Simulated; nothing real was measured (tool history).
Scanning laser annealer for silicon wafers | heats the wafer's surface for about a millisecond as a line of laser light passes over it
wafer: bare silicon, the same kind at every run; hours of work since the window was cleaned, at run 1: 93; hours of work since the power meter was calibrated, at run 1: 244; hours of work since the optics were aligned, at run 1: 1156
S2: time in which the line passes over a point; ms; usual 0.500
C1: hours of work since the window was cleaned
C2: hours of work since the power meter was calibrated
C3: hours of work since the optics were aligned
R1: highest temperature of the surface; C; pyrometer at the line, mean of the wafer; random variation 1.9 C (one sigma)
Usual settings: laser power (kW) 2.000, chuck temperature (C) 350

Run 1, hour 0.0: usual settings; C1 93; C2 244; C3 1156. Result: R1 1092 C.
Run 2, hour 10.3: usual settings; C1 101; C2 252; C3 1164. Result: R1 1096 C.
Run 3, hour 23.7: usual settings but chuck temperature (C) 345; C1 110; C2 261; C3 1173. Result: R1 1087 C.
Run 4, hour 35.7: usual settings but chuck temperature (C) 345; C1 119; C2 270; C3 1182. Result: R1 1087 C.
Run 5, hour 49.3: usual settings but chuck temperature (C) 345; C1 129; C2 280; C3 1192. Result: R1 1087 C.
Run 6, hour 64.9: usual settings but chuck temperature (C) 345; C1 141; C2 292; C3 1204. Result: R1 1086 C.
Run 7, hour 74.9: usual settings but chuck temperature (C) 345; C1 148; C2 299; C3 1211. Result: R1 1087 C.
Run 8, hour 90.8: usual settings but S2 0.363 ms; C1 160; C2 311; C3 1222. Result: R1 989 C.
Run 9, hour 107.1: usual settings but laser power (kW) 1.949; C1 172; C2 322; C3 1234. Result: R1 1067 C.
Run 10, hour 123.6: usual settings but S2 0.562 ms, chuck temperature (C) 313; C1 184; C2 335; C3 1247. Result: R1 1091 C.
Run 11, hour 134.9: usual settings but laser power (kW) 1.761, S2 0.588 ms, chuck temperature (C) 313; C1 192; C2 343; C3 1255. Result: R1 994 C.
Run 12, hour 146.5: usual settings but chuck temperature (C) 317; C1 200; C2 351; C3 1263. Result: R1 1053 C.
Run 13, hour 170.6: usual settings but laser power (kW) 2.194, S2 0.561 ms, chuck temperature (C) 336; C1 218; C2 369; C3 1281. Result: R1 1205 C.
Run 14, hour 192.1: usual settings but S2 0.479 ms; C1 234; C2 385; C3 1297. Result: R1 1070 C.

3 ways to go on from here, each from the tool as it stands after run 14. What would each give?
Run A, hour 213.8: usual settings but laser power (kW) 1.814, S2 0.372 ms, chuck temperature (C) 369; C1 250; C2 401; C3 1313. Result: R1 ?.
Run B, hour 213.8: usual settings; C1 250; C2 401; C3 1313. Result: R1 ?.
Run C, hour 213.8: usual settings but laser power (kW) 1.884, S2 0.479 ms, chuck temperature (C) 387; C1 250; C2 401; C3 1313. Result: R1 ?.

run    R1
  A   942
  B  1084
  C  1059
Without the tool's hidden state the same runs would have given:
run    R1
  A   965
  B  1112
  C  1084

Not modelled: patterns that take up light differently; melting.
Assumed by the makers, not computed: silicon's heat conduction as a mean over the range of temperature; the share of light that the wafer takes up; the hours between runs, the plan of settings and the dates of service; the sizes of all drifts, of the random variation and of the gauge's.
